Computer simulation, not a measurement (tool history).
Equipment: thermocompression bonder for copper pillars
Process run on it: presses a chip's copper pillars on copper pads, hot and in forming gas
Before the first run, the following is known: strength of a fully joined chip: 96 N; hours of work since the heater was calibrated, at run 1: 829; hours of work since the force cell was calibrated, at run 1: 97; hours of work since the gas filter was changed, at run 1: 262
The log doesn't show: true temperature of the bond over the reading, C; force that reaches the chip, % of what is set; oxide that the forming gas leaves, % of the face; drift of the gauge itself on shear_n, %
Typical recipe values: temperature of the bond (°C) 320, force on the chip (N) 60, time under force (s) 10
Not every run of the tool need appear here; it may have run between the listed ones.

run   hour  temperature of the bond (°C)  force on the chip (N)  time under force (s)  hours of work since the heater was calibrated  hours of work since the force cell was calibrated  hours of work since the gas filter was changed  force that shears a chip off (N)
  1    0.0                           320                     60                    10                                            829                                                 97                                             262                              60.7
  2   12.1                           320                     60                    10                                            838                                                106                                             271                              59.7
  3   35.8                           320                     60                    10                                            855                                                123                                             288                              59.9
  4   57.5                           320                     60                     9                                            871                                                139                                             304                              57.4
  5   79.2                           320                     60                    10                                            887                                                155                                             320                              59.9
  6   98.7                           320                     60                    28                                            902                                                170                                             335                              73.9
  7  118.9                           320                     60                    28                                            917                                                185                                             350                              73.7
  8  138.1                           320                     60                    10                                            931                                                199                                             364                              57.8
  9  151.6                           339                     60                    10                                            941                                                209                                             374                              69.1
     167.0  -- forming gas filter changed
 10  173.2                           339                     60                    10                                            957                                                224                                               5                              74.1
 11  185.1                           339                     60                    10                                            965                                                233                                              13                              73.4
 12  199.0                           339                     60                    10                                            976                                                243                                              24                              74.6
 13  211.5                           339                     60                    10                                            985                                                253                                              33                              73.8
 14  221.7                           339                     60                    10                                            993                                                260                                              41                              72.7
 15  242.6                           333                     88                    10                                           1008                                                276                                              56                              80.2
 16  254.0                           304                     70                    10                                           1016                                                284                                              64                              58.4
 17  266.5                           308                     70                    14                                           1026                                                293                                              74                              66.3
     272.7  -- heater calibrated with a thermocouple chip
 18  287.6                           308                     70                    14                                             11                                                307                                              88                              59.4
 19  308.6                           338                     43                    14                                             27                                                323                                             103                              62.2

Predict each of these 5 candidate next runs independently; none follows another, all start after run 19:
  A  326.5                           338                     67                    11                                             40                                                336                                             117                                 ?
  B  326.5                           338                     52                     6                                             40                                                336                                             117                                 ?
  C  326.5                           320                     44                    23                                             40                                                336                                             117                                 ?
  D  326.5                           328                     43                    14                                             40                                                336                                             117                                 ?
  E  326.5                           320                     49                    10                                             40                                                336                                             117                                 ?

run  force that shears a chip off (N)
  A                              69.4
  B                              53.3
  C                              60.4
  D                              56.1
  E                              49.7
Without the tool's unlogged condition, the same runs would have read:
run  force that shears a chip off (N)
  A                              71.6
  B                              55.2
  C                              62.5
  D                              58.0
  E                              51.5

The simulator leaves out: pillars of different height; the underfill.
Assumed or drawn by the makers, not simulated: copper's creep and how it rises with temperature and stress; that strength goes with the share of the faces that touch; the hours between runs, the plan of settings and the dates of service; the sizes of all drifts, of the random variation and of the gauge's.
